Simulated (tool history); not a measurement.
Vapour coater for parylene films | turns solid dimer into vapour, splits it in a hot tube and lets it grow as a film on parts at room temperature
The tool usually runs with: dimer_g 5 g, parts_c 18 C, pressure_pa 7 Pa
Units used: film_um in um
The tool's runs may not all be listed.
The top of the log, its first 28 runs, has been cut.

run	day	dimer_g	parts_c	pressure_pa	hours of work since the trap's valve was overhauled	hours of work since the table's thermometer was calibrated	film_um
29	37.425	4	19	7	258	640	1.139
30	38.288	4	30	7	268	650	0.901
31	39.571	4	30	7	283	666	0.902
32	41.183	5	19	2.15	303	685	1.81
33	43.017	5	19	2.15	325	707	1.82
34	44.317	8	19	8.56	341	723	2.207
35	46.083	5	30	7	362	744	1.141
36	47.35	5	26	6.49	377	760	1.263
37	48.35	6	26	3.38	389	772	1.727
38	49.579	8	18	7	404	786	2.349
39	50.417	2	18	8.91	414	796	0.565
40	51.217	5	15	7	424	806	1.576
41	53.062	6	30	7	446	828	1.371
42	54.771	4	13	5.33	466	849	1.396
# day 55.433: trap's valve overhauled
43	56.35	4	25	2.48	11	866	1.259
44	58.092	8	11	7	32	887	2.761
45	59.354	5	14	7	47	902	1.62
46	61.15	3	28	8.08	69	924	0.701
47	62.525	3	28	8.08	85	940	0.71

Predict each of these 3 candidate next runs independently; none follows another, all start after run 47:
A	63.479	8	21	8.08	97	952	?
B	63.479	5	24	7	97	952	?
C	63.479	3	13	6.37	97	952	?

run	film_um
A	2.183
B	1.316
C	1.012
Without the tool's unlogged condition, the same runs would have read:
run	film_um
A	2.065
B	1.244
C	0.957
